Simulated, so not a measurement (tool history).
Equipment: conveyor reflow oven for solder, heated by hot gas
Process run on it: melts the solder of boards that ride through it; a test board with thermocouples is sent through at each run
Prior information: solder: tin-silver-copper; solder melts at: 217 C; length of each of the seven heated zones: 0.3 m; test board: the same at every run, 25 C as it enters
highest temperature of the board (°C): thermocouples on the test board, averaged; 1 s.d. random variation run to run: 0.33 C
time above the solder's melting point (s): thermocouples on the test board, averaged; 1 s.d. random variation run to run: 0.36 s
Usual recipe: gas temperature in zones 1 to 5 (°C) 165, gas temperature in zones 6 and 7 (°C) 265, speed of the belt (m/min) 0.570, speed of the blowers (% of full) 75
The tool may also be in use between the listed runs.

run   hour  gas temperature in zones 1 to 5 (°C)  gas temperature in zones 6 and 7 (°C)  speed of the belt (m/min)  speed of the blowers (% of full)  highest temperature of the board (°C)  time above the solder's melting point (s)
  1    0.0                                   165                                    265                      0.570                                75                                  251.5                                       43.9
  2    9.4                                   165                                    265                      0.570                                75                                  250.9                                       44.0
  3   17.2                                   165                                    272                      0.570                                75                                  256.8                                       48.6
  4   26.7                                   165                                    272                      0.570                                51                                  253.5                                       44.3
  5   34.6                                   165                                    265                      0.570                                56                                  248.1                                       41.6
  6   40.8                                   165                                    265                      0.570                                56                                  247.8                                       41.9
  7   51.9                                   165                                    265                      0.570                                75                                  250.7                                       44.0
  8   59.3                                   165                                    265                      0.570                                75                                  250.8                                       44.3
  9   67.7                                   165                                    265                      0.543                                75                                  252.6                                       47.8
 10   78.1                                   165                                    265                      0.570                                75                                  250.7                                       43.9
 11   85.6                                   165                                    265                      0.653                                75                                  246.5                                       34.0
 12   94.5                                   165                                    265                      0.653                                75                                  245.6                                       34.8
 13  106.3                                   165                                    265                      0.529                                75                                  253.6                                       50.1
 14  118.6                                   165                                    265                      0.529                                75                                  252.9                                       49.8
 15  125.0                                   165                                    265                      0.570                                63                                  249.2                                       42.1
 16  130.3                                   165                                    265                      0.570                                75                                  250.7                                       44.1
 17  140.0                                   165                                    265                      0.570                                75                                  251.1                                       43.6
 18  148.4                                   165                                    272                      0.540                                75                                  258.6                                       51.2
 19  160.7                                   165                                    265                      0.477                                60                                  254.9                                       55.0

Predict the results of run 20:
 20  168.0                                   165                                    254                      0.606                                53                                      ?                                          ?

{"run 20": {"highest temperature of the board (°C)": 235.2, "time above the solder's melting point (s)": 28.1}}
Take away the tool's hidden state, keep the run-to-run variation as it was, and the same run would have given highest temperature of the board (°C) 235.7, time above the solder's melting point (s) 29.5.
